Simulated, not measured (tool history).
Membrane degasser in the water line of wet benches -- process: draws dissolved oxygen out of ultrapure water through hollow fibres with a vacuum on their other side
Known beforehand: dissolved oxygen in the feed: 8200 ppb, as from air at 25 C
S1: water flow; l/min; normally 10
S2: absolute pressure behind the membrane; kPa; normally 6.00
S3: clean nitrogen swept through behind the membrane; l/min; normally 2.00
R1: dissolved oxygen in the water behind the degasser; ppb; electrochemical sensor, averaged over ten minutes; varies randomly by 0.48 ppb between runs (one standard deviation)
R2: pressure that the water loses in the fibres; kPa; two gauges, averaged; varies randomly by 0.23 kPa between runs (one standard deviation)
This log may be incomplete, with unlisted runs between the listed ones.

{"run": 1, "hour": 0.0, "S1": 10, "S2": 6.0, "S3": 2.0, "R1": 37.7, "R2": 57.91}
{"run": 2, "hour": 274.1, "S1": 10, "S2": 6.0, "S3": 2.0, "R1": 37.5, "R2": 58.63}
{"hour": 474.3, "done": "vacuum gauge calibrated"}
{"run": 3, "hour": 517.4, "S1": 10, "S2": 6.0, "S3": 2.0, "R1": 37.6, "R2": 58.51}
{"run": 4, "hour": 701.0, "S1": 10, "S2": 6.0, "S3": 2.0, "R1": 37.1, "R2": 58.19}
{"run": 5, "hour": 977.1, "S1": 10, "S2": 6.0, "S3": 2.0, "R1": 37.3, "R2": 58.53}
{"run": 6, "hour": 1222.2, "S1": 10, "S2": 6.0, "S3": 2.0, "R1": 36.3, "R2": 58.6}
{"run": 7, "hour": 1482.6, "S1": 10, "S2": 6.0, "S3": 2.0, "R1": 37.1, "R2": 58.54}
{"run": 8, "hour": 1724.8, "S1": 7, "S2": 6.0, "S3": 2.0, "R1": 24.5, "R2": 41.13}
{"run": 9, "hour": 1967.4, "S1": 7, "S2": 6.0, "S3": 2.0, "R1": 24.7, "R2": 41.15}
{"run": 10, "hour": 2153.5, "S1": 10, "S2": 6.0, "S3": 0.86, "R1": 79.0, "R2": 59.02}
{"run": 11, "hour": 2313.9, "S1": 10, "S2": 6.0, "S3": 0.86, "R1": 78.2, "R2": 58.7}
{"run": 12, "hour": 2595.5, "S1": 10, "S2": 6.0, "S3": 2.0, "R1": 38.2, "R2": 59.47}
{"run": 13, "hour": 2820.8, "S1": 10, "S2": 6.0, "S3": 3.41, "R1": 22.8, "R2": 59.3}
{"run": 14, "hour": 3070.9, "S1": 10, "S2": 6.0, "S3": 3.41, "R1": 23.0, "R2": 59.5}
{"run": 15, "hour": 3244.3, "S1": 10, "S2": 6.0, "S3": 3.41, "R1": 23.2, "R2": 59.58}
{"run": 16, "hour": 3434.2, "S1": 10, "S2": 6.0, "S3": 2.0, "R1": 38.1, "R2": 59.84}
{"run": 17, "hour": 3616.9, "S1": 12, "S2": 6.09, "S3": 2.59, "R1": 39.6, "R2": 71.72}
{"hour": 3761.8, "done": "gauge calibrated"}
{"run": 18, "hour": 3801.8, "S1": 15, "S2": 4.08, "S3": 1.46, "R1": 36.2, "R2": 87.28}
{"run": 19, "hour": 3932.1, "S1": 15, "S2": 4.08, "S3": 1.46, "R1": 36.6, "R2": 87.97}
{"hour": 4000.9, "done": "membrane cartridge changed"}
{"hour": 4061.5, "done": "seals of the vacuum lines changed"}
{"run": 20, "hour": 4082.4, "S1": 7, "S2": 4.32, "S3": 1.42, "R1": 14.6, "R2": 40.75}
{"run": 21, "hour": 4305.0, "S1": 8, "S2": 3.94, "S3": 2.0, "R1": 8.8, "R2": 46.72}
{"run": 22, "hour": 4517.4, "S1": 15, "S2": 8.95, "S3": 3.73, "R1": 72.0, "R2": 87.72}
{"run": 23, "hour": 4735.0, "S1": 15, "S2": 8.95, "S3": 3.73, "R1": 70.7, "R2": 87.95}
{"run": 24, "hour": 4965.3, "S1": 8, "S2": 6.0, "S3": 1.97, "R1": 29.3, "R2": 46.54}
{"run": 25, "hour": 5131.3, "S1": 8, "S2": 14.59, "S3": 1.5, "R1": 148.3, "R2": 46.94}
{"run": 26, "hour": 5354.9, "S1": 8, "S2": 14.59, "S3": 1.5, "R1": 150.1, "R2": 47.24}
{"hour": 5455.8, "done": "vacuum gauge calibrated"}
{"run": 27, "hour": 5609.1, "S1": 7, "S2": 6.27, "S3": 2.0, "R1": 26.8, "R2": 41.21}
{"run": 28, "hour": 5840.8, "S1": 8, "S2": 6.0, "S3": 2.0, "R1": 28.5, "R2": 47.15}
{"run": 29, "hour": 6065.6, "S1": 7, "S2": 6.0, "S3": 1.39, "R1": 36.1, "R2": 41.23}
{"run": 30, "hour": 6250.0, "S1": 11, "S2": 6.0, "S3": 3.62, "R1": 25.3, "R2": 65.03}
{"run": 31, "hour": 6402.4, "S1": 7, "S2": 6.0, "S3": 1.1, "R1": 44.3, "R2": 40.98}

Below, some changes in R2 between adjacent runs. For each, the amount present without the hidden state too (settings, incoming material, random variation) and the amount remaining for the hidden state with gauge scatter not shared by both compared results:
The tool's hidden condition here consists of: membrane still open, %; true pressure behind the membrane over the reading, kPa; air that leaks in behind the membrane, l/min; drift of the gauge itself on oxygen_ppb, %; drift of the gauge itself on loss_of_pressure_kpa, %.
Run 16 -> 17: S1 10 -> 12, S2 6.00 -> 6.09, S3 2.00 -> 2.59. R2 +11.88 kPa: hidden state +0.36, all else +11.52.
Run 17 -> 18: S1 12 -> 15, S2 6.09 -> 4.08, S3 2.59 -> 1.46, gauge calibrated. R2 +15.56 kPa: hidden state -1.56, all else +17.12.
Run 19 -> 20: S1 15 -> 7, S2 4.08 -> 4.32, S3 1.46 -> 1.42, membrane cartridge changed, seals of the vacuum lines changed. R2 -47.22 kPa: hidden state -0.20, all else -47.02.
Run 21 -> 22: S1 8 -> 15, S2 3.94 -> 8.95, S3 2.00 -> 3.73. R2 +41.00 kPa: hidden state +0.26, all else +40.74.
Run 23 -> 24: S1 15 -> 8, S2 8.95 -> 6.00, S3 3.73 -> 1.97. R2 -41.41 kPa: hidden state -0.19, all else -41.22.
Run 29 -> 30: S1 7 -> 11, S3 1.39 -> 3.62. R2 +23.80 kPa: hidden state +0.42, all else +23.38.

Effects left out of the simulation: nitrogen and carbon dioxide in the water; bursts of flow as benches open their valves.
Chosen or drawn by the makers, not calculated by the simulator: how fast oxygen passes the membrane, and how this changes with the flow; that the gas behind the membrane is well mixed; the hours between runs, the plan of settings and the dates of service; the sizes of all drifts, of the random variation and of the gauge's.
